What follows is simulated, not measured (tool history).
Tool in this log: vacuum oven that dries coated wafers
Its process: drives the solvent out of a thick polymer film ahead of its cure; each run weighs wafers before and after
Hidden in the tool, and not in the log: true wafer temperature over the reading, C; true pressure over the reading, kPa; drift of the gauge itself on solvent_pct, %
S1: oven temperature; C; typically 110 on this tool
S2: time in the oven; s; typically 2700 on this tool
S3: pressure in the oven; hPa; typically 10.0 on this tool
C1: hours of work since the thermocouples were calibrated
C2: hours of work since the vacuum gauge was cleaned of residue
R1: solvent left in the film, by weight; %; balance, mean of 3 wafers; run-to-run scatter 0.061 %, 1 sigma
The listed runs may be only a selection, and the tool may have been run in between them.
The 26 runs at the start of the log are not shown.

run 27 hour=1015.3 | S1=115 S2=1620 S3=20.8 | C1=115 C2=1978 | R1=4.81
run 28 hour=1052.6 | S1=120 S2=1500 S3=5.5 | C1=139 C2=2003 | R1=3.39
run 29 hour=1086.8 | S1=118 S2=1500 S3=15.5 | C1=162 C2=2025 | R1=4.14
run 30 hour=1140.9 | S1=124 S2=2400 S3=37.8 | C1=198 C2=2061 | R1=2.18
run 31 hour=1195.4 | S1=119 S2=3900 S3=15.8 | C1=234 C2=2097 | R1=1.15
run 32 hour=1252.0 | S1=119 S2=1860 S3=24.5 | C1=271 C2=2135 | R1=3.36
run 33 hour=1304.8 | S1=110 S2=2280 S3=10.0 | C1=306 C2=2170 | R1=4.41
run 34 hour=1348.8 | S1=106 S2=2700 S3=24.3 | C1=335 C2=2199 | R1=5.44

Forecast each of these 5 alternatives for the next run:
run A hour=1376.9 | S1=106 S2=1740 S3=24.3 | C1=354 C2=2217 | R1=?
run B hour=1376.9 | S1=106 S2=2700 S3=12.2 | C1=354 C2=2217 | R1=?
run C hour=1376.9 | S1=113 S2=2700 S3=12.5 | C1=354 C2=2217 | R1=?
run D hour=1376.9 | S1=106 S2=2700 S3=6.0 | C1=354 C2=2217 | R1=?
run E hour=1376.9 | S1=121 S2=3480 S3=18.6 | C1=354 C2=2217 | R1=?

run=A R1=7.39
run=B R1=4.96
run=C R1=3.04
run=D R1=4.64
run=E R1=1.25
Stripped of hidden state, with their random variation kept, the same runs would have yielded:
run=A R1=7.14
run=B R1=4.68
run=C R1=2.79
run=D R1=4.35
run=E R1=1.07
